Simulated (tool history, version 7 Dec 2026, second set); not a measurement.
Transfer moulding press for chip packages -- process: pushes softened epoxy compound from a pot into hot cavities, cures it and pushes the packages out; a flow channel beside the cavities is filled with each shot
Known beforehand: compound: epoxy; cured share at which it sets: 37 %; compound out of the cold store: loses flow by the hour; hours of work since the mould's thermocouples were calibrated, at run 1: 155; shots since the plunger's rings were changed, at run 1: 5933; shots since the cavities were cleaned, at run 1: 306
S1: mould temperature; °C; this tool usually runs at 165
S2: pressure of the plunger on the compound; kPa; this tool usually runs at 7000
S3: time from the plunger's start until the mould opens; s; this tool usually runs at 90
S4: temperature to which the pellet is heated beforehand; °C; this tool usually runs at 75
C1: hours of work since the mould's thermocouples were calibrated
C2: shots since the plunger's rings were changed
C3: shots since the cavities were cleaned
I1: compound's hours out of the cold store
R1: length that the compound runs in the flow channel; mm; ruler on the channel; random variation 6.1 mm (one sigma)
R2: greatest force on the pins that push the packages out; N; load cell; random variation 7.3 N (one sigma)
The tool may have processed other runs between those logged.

run	day	S1	S2	S3	S4	C1	C2	C3	I1	R1	R2
1	0.000	165	7000	90	75	155	5933	306	22.3	623	455
# day 1.017: cavities cleaned with cleaning compound and waxed
# day 3.279: cavities cleaned with cleaning compound and waxed
2	3.571	165	7000	90	75	194	6657	61	22.9	615	344
# day 4.833: plunger's sealing rings changed
# day 5.783: cavities cleaned with cleaning compound and waxed
3	6.100	157	7000	90	75	220	254	67	23.2	732	626
# day 7.646: cavities cleaned with cleaning compound and waxed, once more
4	8.042	157	7000	90	75	241	648	83	34.3	691	595
# day 9.854: cavities cleaned with cleaning compound and waxed
5	11.183	157	7000	90	75	276	1296	280	11.7	752	812
# day 12.146: cavities cleaned with cleaning compound and waxed
6	12.721	157	7000	90	75	293	1606	122	47.9	664	625
# day 14.512: cavities cleaned with cleaning compound and waxed
7	14.746	165	7840	90	75	315	2017	49	43.7	673	319
8	16.142	165	7000	90	75	330	2311	343	47.6	612	444
# day 16.821: cavities cleaned with cleaning compound and waxed
9	18.658	165	7000	90	75	358	2827	386	38.5	625	443
# day 19.092: cavities cleaned with cleaning compound and waxed
# day 21.529: cavities cleaned with cleaning compound and waxed
10	21.567	165	7000	90	75	389	3411	8	45.1	610	302
# day 23.912: cavities cleaned with cleaning compound and waxed
11	24.767	165	7000	90	75	425	4071	180	39.4	619	398
# day 26.221: cavities cleaned with cleaning compound and waxed
12	27.829	165	7000	90	75	458	4700	337	31.0	626	424

What does the tool deliver on the next run?
# day 28.588: cavities cleaned with cleaning compound and waxed
13	30.704	166	6720	90	75	490	5292	445	13.8	?	?

Run 13 measured R1 638 mm, R2 459 N.
Take away the tool's hidden state, keep the run-to-run variation as it was, and the same run would have given R1 709 mm, R2 301 N.
